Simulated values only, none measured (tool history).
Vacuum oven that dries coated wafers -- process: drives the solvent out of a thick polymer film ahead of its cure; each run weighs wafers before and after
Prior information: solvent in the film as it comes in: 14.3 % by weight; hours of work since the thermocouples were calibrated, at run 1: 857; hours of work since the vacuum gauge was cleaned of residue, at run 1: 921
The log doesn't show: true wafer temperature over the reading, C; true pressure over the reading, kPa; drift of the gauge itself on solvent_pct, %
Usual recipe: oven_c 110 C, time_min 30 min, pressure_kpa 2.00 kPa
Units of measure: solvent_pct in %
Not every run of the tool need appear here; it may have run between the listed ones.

run,hour,oven_c,time_min,pressure_kpa,hours of work since the thermocouples were calibrated,hours of work since the vacuum gauge was cleaned of residue,solvent_pct
1,0.0,110,30,2.00,857,921,2.374
2,49.0,110,30,2.00,885,948,2.366
3,107.5,110,30,2.00,918,981,2.365
4,174.3,110,30,2.00,955,1018,2.368
5,222.0,110,30,2.00,982,1045,2.367
6,282.5,110,30,2.00,1016,1079,2.352
# hour 304.6: oven's thermocouples calibrated
7,369.6,110,30,2.00,36,1127,2.499
8,427.1,110,30,2.00,69,1159,2.514
9,506.0,110,50,2.00,113,1203,1.158
10,570.1,110,30,2.00,149,1239,2.496
11,654.6,110,30,2.00,196,1287,2.490
12,731.1,110,30,2.00,239,1329,2.479
13,825.2,112,30,2.00,292,1382,2.197
14,866.4,112,30,2.00,315,1405,2.201
15,926.7,112,30,2.00,349,1439,2.184
16,997.3,112,30,2.00,388,1479,2.183
# hour 1003.2: vacuum gauge cleaned of residue and calibrated
17,1077.4,112,37,5.27,433,42,2.301
18,1177.6,119,33,6.14,489,98,1.911
19,1224.2,110,18,3.57,515,124,4.683
20,1314.5,109,45,7.69,566,175,2.830
21,1374.1,110,30,5.30,599,208,3.153
# hour 1406.5: vacuum gauge cleaned of residue and calibrated, once more
22,1468.7,109,30,3.88,651,35,2.939
23,1525.7,112,30,2.54,683,67,2.212
24,1623.2,112,30,2.54,738,122,2.206

Selected run-to-run steps in solvent_pct, each split into two signed amounts: the part the tool would show with no hidden state at all (from settings, incoming material and random variation), and the remainder, which goes to the hidden state together with any gauge scatter not common to the measured and the hidden-state-free results:
Run 6 -> 7: oven's thermocouples calibrated. solvent_pct +0.147 %: hidden state +0.154, all else -0.007.
Run 18 -> 19: oven_c 119 -> 110, time_min 33 -> 18, pressure_kpa 6.14 -> 3.57. solvent_pct +2.772 %: hidden state -0.050, all else +2.822.
Run 19 -> 20: oven_c 110 -> 109, time_min 18 -> 45, pressure_kpa 3.57 -> 7.69. solvent_pct -1.853 %: hidden state +0.031, all else -1.884.
Run 21 -> 22: oven_c 110 -> 109, pressure_kpa 5.30 -> 3.88, vacuum gauge cleaned of residue and calibrated, once more. solvent_pct -0.214 %: hidden state -0.060, all else -0.154.

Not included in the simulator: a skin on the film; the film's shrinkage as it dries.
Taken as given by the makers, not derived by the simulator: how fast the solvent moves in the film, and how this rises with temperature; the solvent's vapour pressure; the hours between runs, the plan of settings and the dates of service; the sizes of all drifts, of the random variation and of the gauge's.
